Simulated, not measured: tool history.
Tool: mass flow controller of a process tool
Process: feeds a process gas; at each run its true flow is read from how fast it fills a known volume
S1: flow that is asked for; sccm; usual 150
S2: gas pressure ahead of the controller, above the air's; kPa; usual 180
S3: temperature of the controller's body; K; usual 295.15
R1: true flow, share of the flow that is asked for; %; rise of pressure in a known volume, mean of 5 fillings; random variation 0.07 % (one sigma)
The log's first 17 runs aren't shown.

| run | day | S1 | S2 | S3 | R1 |
|---|---|---|---|---|---|
| 18 | 153.254 | 150 | 180 | 295.15 | 99.00 |
| 19 | 161.812 | 150 | 180 | 295.15 | 99.03 |
| 20 | 174.704 | 150 | 180 | 295.15 | 98.71 |
| 21 | 185.883 | 150 | 180 | 295.15 | 98.53 |
| 22 | 198.679 | 52 | 205 | 296.15 | 96.60 |
| 23 | 208.633 | 186 | 180 | 304.15 | 97.60 |
| 24 | 216.508 | 77 | 174 | 298.15 | 96.84 |
| 25 | 228.246 | 84 | 274 | 305.15 | 95.69 |
| 26 | 235.362 | 84 | 274 | 305.15 | 95.48 |
| 27 | 245.512 | 84 | 274 | 305.15 | 95.33 |
| 28 | 257.154 | 59 | 274 | 299.15 | 94.47 |
| 29 | 266.821 | 299 | 223 | 305.15 | 97.47 |
| 30 | 278.712 | 82 | 249 | 305.15 | 94.41 |
| 31 | 292.529 | 95 | 187 | 306.15 | 94.78 |
| 32 | 302.354 | 150 | 180 | 298.15 | 96.67 |
| 33 | 310.821 | 499 | 180 | 294.15 | 99.45 |
| 34 | 323.746 | 499 | 180 | 294.15 | 99.50 |
| 35 | 331.308 | 157 | 202 | 302.15 | 95.94 |
| 36 | 339.517 | 230 | 275 | 304.15 | 96.18 |
| 37 | 347.625 | 230 | 275 | 304.15 | 96.24 |
| 38 | 357.938 | 230 | 275 | 304.15 | 96.19 |
| 39 | 370.850 | 230 | 241 | 304.15 | 96.10 |
| 40 | 381.667 | 281 | 180 | 310.15 | 96.00 |
| 41 | 389.596 | 144 | 168 | 306.15 | 94.72 |

Forecast run 42:
| 42 | 399.025 | 323 | 168 | 306.15 | ? |

{"run 42": {"R1": 96.73}}
Without the tool's hidden state the same run would have given R1 98.72 %.
